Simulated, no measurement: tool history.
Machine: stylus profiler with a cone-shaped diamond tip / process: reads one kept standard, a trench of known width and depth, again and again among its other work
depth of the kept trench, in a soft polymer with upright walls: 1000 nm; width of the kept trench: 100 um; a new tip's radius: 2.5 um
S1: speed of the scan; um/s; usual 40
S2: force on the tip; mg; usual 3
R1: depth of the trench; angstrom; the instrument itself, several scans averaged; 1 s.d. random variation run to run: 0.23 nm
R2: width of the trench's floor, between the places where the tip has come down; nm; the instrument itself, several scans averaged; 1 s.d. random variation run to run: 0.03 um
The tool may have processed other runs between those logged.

Run 1, day 0: usual settings. Result: R1 10194.3 angstrom, R2 95820 nm.
Run 2, day 2.796: usual settings but S1 51 um/s. Result: R1 10191.3 angstrom, R2 95730 nm.
Run 3, day 7.662: usual settings but S1 51 um/s. Result: R1 10191.6 angstrom, R2 95750 nm.
Run 4, day 10.35: usual settings but S1 51 um/s. Result: R1 10195.2 angstrom, R2 95750 nm.
Run 5, day 14.975: usual settings but S1 51 um/s, S2 3.02 mg. Result: R1 10197.9 angstrom, R2 95780 nm.
Run 6, day 20.646: usual settings but S1 10 um/s. Result: R1 10195.6 angstrom, R2 95940 nm.
Run 7, day 23.638: usual settings but S1 10 um/s. Result: R1 10195 angstrom, R2 95940 nm.
At day 28.833: new tip fitted, height scale calibrated.
Run 8, day 28.933: usual settings. Result: R1 10195.4 angstrom, R2 95850 nm.
Run 9, day 32.362: usual settings. Result: R1 10192.9 angstrom, R2 95850 nm.
Run 10, day 38.283: usual settings. Result: R1 10196.4 angstrom, R2 95830 nm.
Run 11, day 40.908: usual settings but S1 10 um/s. Result: R1 10190.7 angstrom, R2 96010 nm.
Run 12, day 46.496: usual settings but S1 23 um/s. Result: R1 10195 angstrom, R2 95840 nm.
Run 13, day 49.108: usual settings. Result: R1 10189.4 angstrom, R2 95840 nm.
Run 14, day 51.546: usual settings. Result: R1 10191.9 angstrom, R2 95820 nm.
Run 15, day 54.583: usual settings. Result: R1 10193.4 angstrom, R2 95830 nm.
Run 16, day 58.246: usual settings. Result: R1 10194.1 angstrom, R2 95860 nm.
Run 17, day 61.712: usual settings but S1 23 um/s. Result: R1 10191.7 angstrom, R2 95870 nm.
Run 18, day 66.279: usual settings but S1 23 um/s. Result: R1 10194.7 angstrom, R2 95890 nm.
Run 19, day 71.35: usual settings but S1 23 um/s. Result: R1 10189.3 angstrom, R2 95870 nm.
Run 20, day 75.017: usual settings but S1 23 um/s. Result: R1 10191.5 angstrom, R2 95860 nm.
Run 21, day 77.846: usual settings but S1 39 um/s. Result: R1 10189.3 angstrom, R2 95830 nm.
Run 22, day 80.596: usual settings but S1 39 um/s. Result: R1 10198.1 angstrom, R2 95810 nm.
Run 23, day 83.817: usual settings. Result: R1 10193 angstrom, R2 95810 nm.
Run 24, day 87.638: usual settings but S1 22 um/s, S2 3.64 mg. Result: R1 10220.9 angstrom, R2 95880 nm.
Run 25, day 93.133: usual settings but S1 100 um/s, S2 2.09 mg. Result: R1 10149 angstrom, R2 95480 nm.
Run 26, day 96.254: usual settings but S1 25 um/s, S2 3.26 mg. Result: R1 10202.4 angstrom, R2 95910 nm.
Run 27, day 101.954: usual settings but S1 151 um/s, S2 8.69 mg. Result: R1 10397.6 angstrom, R2 95610 nm.
Run 28, day 106.842: usual settings but S1 60 um/s, S2 2.62 mg. Result: R1 10175.6 angstrom, R2 95700 nm.
Run 29, day 109.821: usual settings but S1 32 um/s, S2 8.64 mg. Result: R1 10392.2 angstrom, R2 95870 nm.
Run 30, day 113.442: usual settings but S1 91 um/s, S2 2.61 mg. Result: R1 10173.4 angstrom, R2 95570 nm.
Run 31, day 118.954: usual settings but S1 91 um/s, S2 2.61 mg. Result: R1 10177.3 angstrom, R2 95550 nm.
Run 32, day 122.796: usual settings but S1 42 um/s, S2 4.51 mg. Result: R1 10253 angstrom, R2 95880 nm.
Run 33, day 127.579: usual settings but S2 8.29 mg. Result: R1 10378 angstrom, R2 95880 nm.
Run 34, day 133.433: usual settings but S1 50 um/s, S2 3.07 mg. Result: R1 10198.5 angstrom, R2 95730 nm.
At day 135.738: new tip fitted, height scale calibrated.
Run 35, day 137.492: usual settings but S1 50 um/s, S2 3.07 mg. Result: R1 10192.2 angstrom, R2 95770 nm.
Run 36, day 141.042: usual settings but S1 13 um/s, S2 6.82 mg. Result: R1 10332.5 angstrom, R2 95900 nm.
Run 37, day 146.233: usual settings but S1 13 um/s, S2 6.82 mg. Result: R1 10336.2 angstrom, R2 95970 nm.
Run 38, day 149.354: usual settings but S1 74 um/s, S2 1.26 mg. Result: R1 10108.4 angstrom, R2 95560 nm.
Run 39, day 152.696: usual settings but S1 29 um/s. Result: R1 10188.9 angstrom, R2 95840 nm.
Run 40, day 155.571: usual settings but S1 29 um/s. Result: R1 10197.4 angstrom, R2 95830 nm.
Run 41, day 160.325: usual settings but S1 21 um/s, S2 2.35 mg. Result: R1 10163.2 angstrom, R2 95920 nm.
Run 42, day 164.867: usual settings but S1 77 um/s, S2 3.5 mg. Result: R1 10216.3 angstrom, R2 95710 nm.
Run 43, day 169.512: usual settings but S1 68 um/s, S2 2.3 mg. Result: R1 10164.2 angstrom, R2 95670 nm.
Run 44, day 174.304: usual settings but S1 68 um/s, S2 2.3 mg. Result: R1 10155.5 angstrom, R2 95670 nm.
Run 45, day 180.196: usual settings but S1 68 um/s, S2 2.3 mg. Result: R1 10164 angstrom, R2 95700 nm.
Run 46, day 183.571: usual settings but S1 41 um/s, S2 5.82 mg. Result: R1 10298 angstrom, R2 95890 nm.

Predict each of these 4 candidate next runs independently; none follows another, all start after run 46:
Run A, day 189.021: usual settings but S1 73 um/s. Result: R1 ?, R2 ?.
Run B, day 189.021: usual settings but S1 73 um/s, S2 1.54 mg. Result: R1 ?, R2 ?.
Run C, day 189.021: usual settings but S1 91 um/s, S2 1.58 mg. Result: R1 ?, R2 ?.
Run D, day 189.021: usual settings but S1 86 um/s. Result: R1 ?, R2 ?.

run       R1     R2
  A  10193.4  95690
  B  10124.2  95550
  C  10127.4  95480
  D  10193.4  95640
What these runs would have given with no unlogged condition in the tool:
run       R1     R2
  A  10193.5  95710
  B  10124.3  95570
  C  10127.4  95500
  D  10193.4  95660
